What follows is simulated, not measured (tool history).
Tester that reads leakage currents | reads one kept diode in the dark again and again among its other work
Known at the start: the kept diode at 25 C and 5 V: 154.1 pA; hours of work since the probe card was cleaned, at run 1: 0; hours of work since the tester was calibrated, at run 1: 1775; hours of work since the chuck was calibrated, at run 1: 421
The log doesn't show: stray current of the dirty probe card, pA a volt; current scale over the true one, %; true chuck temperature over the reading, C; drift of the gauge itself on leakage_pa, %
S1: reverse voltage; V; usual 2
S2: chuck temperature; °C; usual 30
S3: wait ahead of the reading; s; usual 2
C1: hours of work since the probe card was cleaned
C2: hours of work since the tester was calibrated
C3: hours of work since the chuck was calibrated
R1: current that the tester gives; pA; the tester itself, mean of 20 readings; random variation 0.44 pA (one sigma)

run	hour	S1	S2	S3	C1	C2	C3	R1
1	0	2	30	2	0	1775	421	159.3
2	159.4	2	30	2	85	1860	507	161.86
3	380	2	30	2	203	1979	625	166.51
4	544	2	30	2	291	2066	713	169.73
5	701.3	2	30	2	375	2151	797	173.14
6	873.2	2	30	2	467	2242	889	176.69
7	989.6	2	30	2	530	2305	951	179.28
8	1121.5	2	32	2	600	2375	1022	219.49
# hour 1211.1: chuck's temperature calibrated
9	1321.4	2	32	2	706	2481	59	182.41
# hour 1340.6: tester calibrated
10	1549.3	2	32	2	827	112	180	187.85
11	1770.6	2	30	2	945	230	298	159.7
12	1932.8	2	30	2	1032	317	385	162.7
13	2189.7	12.48	24	0.67	1170	454	523	287.78
# hour 2291.4: tester calibrated, once more
14	2331.8	1.29	30	2	1245	22	598	128.1
15	2593.5	1.29	30	2	1385	162	738	132.51
16	2827.9	1.76	39	2	1510	287	863	365.64
17	3092.1	1.76	51	2	1652	428	1005	1025.69
# hour 3212.7: chuck's temperature calibrated
18	3292.8	1.76	51	2	1758	535	43	882.42
19	3433.8	1.76	56	0.4	1833	610	118	1340.04
20	3682.8	3.98	25	1.41	1967	744	252	152.25
21	3945.1	2	30	5.53	2107	884	392	165.73

The same runs without the tool's hidden state, with the same run-to-run variation:
run	R1
1	146.2
2	145.74
3	146.17
4	145.8
5	145.8
6	145.74
7	146.01
8	176.75
9	176.51
10	176.58
11	145.93
12	146.01
13	241
14	112.89
15	113.08
16	307.76
17	856.55
18	857.39
19	1287.48
20	135.31
21	146.57

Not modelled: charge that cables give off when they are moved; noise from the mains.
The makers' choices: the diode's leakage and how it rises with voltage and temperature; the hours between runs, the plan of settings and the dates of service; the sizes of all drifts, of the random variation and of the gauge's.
